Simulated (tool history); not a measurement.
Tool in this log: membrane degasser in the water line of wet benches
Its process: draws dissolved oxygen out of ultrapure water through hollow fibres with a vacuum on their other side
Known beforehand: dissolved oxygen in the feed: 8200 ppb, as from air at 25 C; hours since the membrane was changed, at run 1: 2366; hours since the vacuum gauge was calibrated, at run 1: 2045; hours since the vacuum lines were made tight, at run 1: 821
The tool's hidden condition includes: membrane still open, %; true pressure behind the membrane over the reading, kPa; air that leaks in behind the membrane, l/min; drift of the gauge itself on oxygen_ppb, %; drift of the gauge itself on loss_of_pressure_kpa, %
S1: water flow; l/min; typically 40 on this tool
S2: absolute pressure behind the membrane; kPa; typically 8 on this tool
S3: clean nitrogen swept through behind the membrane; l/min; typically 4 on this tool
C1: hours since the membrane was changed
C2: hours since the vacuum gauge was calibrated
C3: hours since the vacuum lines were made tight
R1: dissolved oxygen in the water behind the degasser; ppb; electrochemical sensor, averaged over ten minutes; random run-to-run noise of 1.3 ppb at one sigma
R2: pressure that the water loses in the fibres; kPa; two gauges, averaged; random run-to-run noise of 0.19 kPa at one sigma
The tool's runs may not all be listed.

Run 1, day 0: usual settings; C1 2366; C2 2045; C3 821. Result: R1 132.7 ppb, R2 37.02 kPa.
Run 2, day 1.821: usual settings; C1 2410; C2 2088; C3 865. Result: R1 131.2 ppb, R2 37.07 kPa.
Run 3, day 5.229: usual settings; C1 2492; C2 2170; C3 946. Result: R1 132.3 ppb, R2 37.42 kPa.
Run 4, day 7.108: usual settings; C1 2537; C2 2215; C3 991. Result: R1 130.9 ppb, R2 37.32 kPa.
Run 5, day 11.15: usual settings but S1 61 l/min; C1 2634; C2 2312; C3 1088. Result: R1 246.5 ppb, R2 56.71 kPa.
Run 6, day 12.983: usual settings but S1 61 l/min; C1 2678; C2 2356; C3 1132. Result: R1 245.8 ppb, R2 56.93 kPa.
Run 7, day 16.546: usual settings but S1 61 l/min; C1 2763; C2 2442; C3 1218. Result: R1 242 ppb, R2 56.62 kPa.
Run 8, day 18.683: usual settings but S1 61 l/min; C1 2815; C2 2493; C3 1269. Result: R1 245.4 ppb, R2 57.05 kPa.
Run 9, day 21.488: usual settings but S1 61 l/min; C1 2882; C2 2560; C3 1337. Result: R1 248.2 ppb, R2 56.91 kPa.
Run 10, day 24.4: usual settings but S1 61 l/min; C1 2952; C2 2630; C3 1406. Result: R1 249.5 ppb, R2 57.3 kPa.
Run 11, day 27.492: usual settings but S1 61 l/min; C1 3026; C2 2704; C3 1481. Result: R1 247.9 ppb, R2 57.01 kPa.
Run 12, day 31.412: usual settings but S1 61 l/min; C1 3120; C2 2798; C3 1575. Result: R1 249 ppb, R2 57 kPa.
Run 13, day 33.208: usual settings but S1 61 l/min; C1 3163; C2 2842; C3 1618. Result: R1 247.5 ppb, R2 57.31 kPa.
Run 14, day 35.267: usual settings but S2 10.75 kPa; C1 3213; C2 2891; C3 1667. Result: R1 193.9 ppb, R2 37.36 kPa.
Run 15, day 39.421: usual settings but S3 2.9 l/min; C1 3312; C2 2991; C3 1767. Result: R1 171.8 ppb, R2 37.87 kPa.
Run 16, day 42.65: usual settings but S3 10.23 l/min; C1 3390; C2 3068; C3 1844. Result: R1 65.3 ppb, R2 37.55 kPa.
Run 17, day 45.154: usual settings but S1 43 l/min, S3 4.94 l/min; C1 3450; C2 3128; C3 1905. Result: R1 126.9 ppb, R2 40.27 kPa.
At day 45.412: vacuum gauge calibrated.
Run 18, day 47.375: usual settings but S1 37 l/min, S2 13.09 kPa, S3 3.25 l/min; C1 3503; C2 47; C3 1957. Result: R1 278.9 ppb, R2 34.85 kPa.
Run 19, day 49.404: usual settings but S1 29 l/min, S2 5.17 kPa, S3 4.89 l/min; C1 3551; C2 96; C3 2006. Result: R1 37 ppb, R2 27.09 kPa.
Run 20, day 53.462: usual settings but S1 29 l/min, S2 13.28 kPa, S3 5.6 l/min; C1 3649; C2 193; C3 2103. Result: R1 132.6 ppb, R2 27.08 kPa.
Run 21, day 56.521: usual settings but S1 36 l/min, S2 11.95 kPa; C1 3722; C2 267; C3 2177. Result: R1 203.9 ppb, R2 33.68 kPa.
Run 22, day 60.025: usual settings but S1 53 l/min, S2 9.05 kPa, S3 8.11 l/min; C1 3806; C2 351; C3 2261. Result: R1 147.5 ppb, R2 49.73 kPa.
At day 60.629: vacuum gauge calibrated, once more.
Run 23, day 62.45: usual settings but S1 39 l/min, S2 13.54 kPa; C1 3864; C2 44; C3 2319. Result: R1 246.8 ppb, R2 36.83 kPa.
Run 24, day 65.058: usual settings but S1 63 l/min, S2 12.17 kPa, S3 2.95 l/min; C1 3927; C2 106; C3 2381. Result: R1 491.8 ppb, R2 59.5 kPa.
Run 25, day 67.046: usual settings but S2 5.41 kPa, S3 10.34 l/min; C1 3974; C2 154; C3 2429. Result: R1 40.9 ppb, R2 37.82 kPa.
Run 26, day 68.929: usual settings but S1 43 l/min, S3 3.32 l/min; C1 4019; C2 199; C3 2474. Result: R1 167.1 ppb, R2 40.41 kPa.
Run 27, day 73.254: usual settings but S1 43 l/min, S3 3.32 l/min; C1 4123; C2 303; C3 2578. Result: R1 171.1 ppb, R2 40.62 kPa.
Run 28, day 76.9: usual settings but S1 46 l/min, S2 6.59 kPa, S3 7.03 l/min; C1 4211; C2 390; C3 2665. Result: R1 87.2 ppb, R2 43.4 kPa.
Run 29, day 79.521: usual settings but S1 24 l/min, S2 15.63 kPa, S3 4.22 l/min; C1 4274; C2 453; C3 2728. Result: R1 171.2 ppb, R2 22.59 kPa.
Run 30, day 82.996: usual settings but S1 24 l/min, S2 15.63 kPa, S3 4.22 l/min; C1 4357; C2 537; C3 2812. Result: R1 171.5 ppb, R2 22.34 kPa.
Run 31, day 86.854: usual settings but S1 24 l/min, S2 15.63 kPa, S3 4.22 l/min; C1 4450; C2 629; C3 2904. Result: R1 173 ppb, R2 22.46 kPa.
Run 32, day 90.85: usual settings but S1 24 l/min, S2 8.36 kPa, S3 11.46 l/min; C1 4546; C2 725; C3 3000. Result: R1 28.5 ppb, R2 22.88 kPa.

The same runs without the tool's hidden state, with the same run-to-run variation:
run     R1     R2
  1    129  36.49
  2  127.4  36.53
  3  128.3  36.86
  4  126.8  36.75
  5  237.2  55.81
  6  236.4  56.01
  7  232.3  55.67
  8  235.3  56.09
  9  237.7  55.93
 10  238.6  56.29
 11  236.8  55.98
 12  237.5  55.93
 13  235.8  56.23
 14  188.1  36.64
 15  164.6  37.13
 16   61.4  36.79
 17  120.4  39.45
 18  269.5  34.13
 19   32.3  26.51
 20  127.9  26.49
 21  195.6  32.94
 22    137   48.6
 23  243.1  35.98
 24    481  58.11
 25   37.8  36.93
 26  162.1  39.45
 27  165.6  39.63
 28   81.7  42.31
 29  168.7  22.02
 30  168.9  21.76
 31  170.2  21.86
 32   27.5  22.27
